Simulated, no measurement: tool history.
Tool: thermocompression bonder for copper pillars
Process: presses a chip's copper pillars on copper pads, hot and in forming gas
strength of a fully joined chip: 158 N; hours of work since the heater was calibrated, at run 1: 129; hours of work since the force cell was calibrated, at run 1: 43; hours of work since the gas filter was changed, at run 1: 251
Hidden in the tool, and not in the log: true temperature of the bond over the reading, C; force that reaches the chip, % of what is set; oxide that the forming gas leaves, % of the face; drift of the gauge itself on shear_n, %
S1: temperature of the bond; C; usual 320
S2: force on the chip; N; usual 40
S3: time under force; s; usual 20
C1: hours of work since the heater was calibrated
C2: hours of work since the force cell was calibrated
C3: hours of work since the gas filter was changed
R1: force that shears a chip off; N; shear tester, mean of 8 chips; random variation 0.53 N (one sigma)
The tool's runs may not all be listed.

run 1 hour=0.0 | S1=320 S2=40 S3=20 | C1=129 C2=43 C3=251 | R1=87.0
run 2 hour=19.0 | S1=320 S2=40 S3=20 | C1=138 C2=53 C3=261 | R1=87.5
run 3 hour=31.8 | S1=320 S2=40 S3=20 | C1=145 C2=60 C3=267 | R1=87.8
run 4 hour=42.1 | S1=320 S2=40 S3=20 | C1=150 C2=65 C3=273 | R1=86.8
run 5 hour=54.9 | S1=320 S2=40 S3=20 | C1=157 C2=72 C3=279 | R1=86.9
run 6 hour=69.5 | S1=311 S2=40 S3=20 | C1=164 C2=79 C3=287 | R1=78.9
run 7 hour=82.8 | S1=320 S2=40 S3=20 | C1=171 C2=86 C3=294 | R1=86.4
-- hour=91.0 forming gas filter changed
run 8 hour=104.4 | S1=345 S2=40 S3=20 | C1=182 C2=97 C3=7 | R1=115.0
run 9 hour=125.2 | S1=345 S2=40 S3=20 | C1=193 C2=108 C3=18 | R1=114.6
run 10 hour=146.4 | S1=345 S2=40 S3=20 | C1=204 C2=119 C3=29 | R1=115.0
run 11 hour=167.6 | S1=320 S2=40 S3=20 | C1=215 C2=130 C3=40 | R1=90.6
run 12 hour=181.0 | S1=313 S2=40 S3=20 | C1=222 C2=137 C3=46 | R1=83.8
run 13 hour=205.4 | S1=312 S2=31 S3=20 | C1=234 C2=149 C3=59 | R1=66.5
run 14 hour=220.0 | S1=312 S2=39 S3=20 | C1=242 C2=157 C3=67 | R1=81.1
run 15 hour=243.9 | S1=312 S2=39 S3=20 | C1=254 C2=169 C3=79 | R1=80.6
run 16 hour=260.4 | S1=305 S2=50 S3=30 | C1=263 C2=178 C3=87 | R1=102.3
run 17 hour=279.0 | S1=312 S2=40 S3=20 | C1=272 C2=187 C3=97 | R1=81.6
run 18 hour=297.5 | S1=312 S2=40 S3=20 | C1=282 C2=197 C3=107 | R1=82.6
run 19 hour=319.0 | S1=312 S2=40 S3=20 | C1=293 C2=208 C3=118 | R1=82.3
run 20 hour=329.4 | S1=330 S2=40 S3=18 | C1=298 C2=213 C3=123 | R1=97.0
run 21 hour=339.7 | S1=330 S2=40 S3=18 | C1=304 C2=218 C3=128 | R1=97.9
run 22 hour=353.7 | S1=330 S2=40 S3=18 | C1=311 C2=226 C3=136 | R1=97.7

4 ways to go on from here, each from the tool as it stands after run 22. What would each give?
run A hour=372.1 | S1=320 S2=41 S3=52 | C1=320 C2=235 C3=145 | R1=?
run B hour=372.1 | S1=293 S2=37 S3=18 | C1=320 C2=235 C3=145 | R1=?
run C hour=372.1 | S1=323 S2=36 S3=20 | C1=320 C2=235 C3=145 | R1=?
run D hour=372.1 | S1=334 S2=32 S3=46 | C1=320 C2=235 C3=145 | R1=?

run=A R1=117.5
run=B R1=56.8
run=C R1=86.3
run=D R1=112.2
Without the tool's hidden state the same runs would have given:
run=A R1=117.1
run=B R1=55.3
run=C R1=85.2
run=D R1=111.9

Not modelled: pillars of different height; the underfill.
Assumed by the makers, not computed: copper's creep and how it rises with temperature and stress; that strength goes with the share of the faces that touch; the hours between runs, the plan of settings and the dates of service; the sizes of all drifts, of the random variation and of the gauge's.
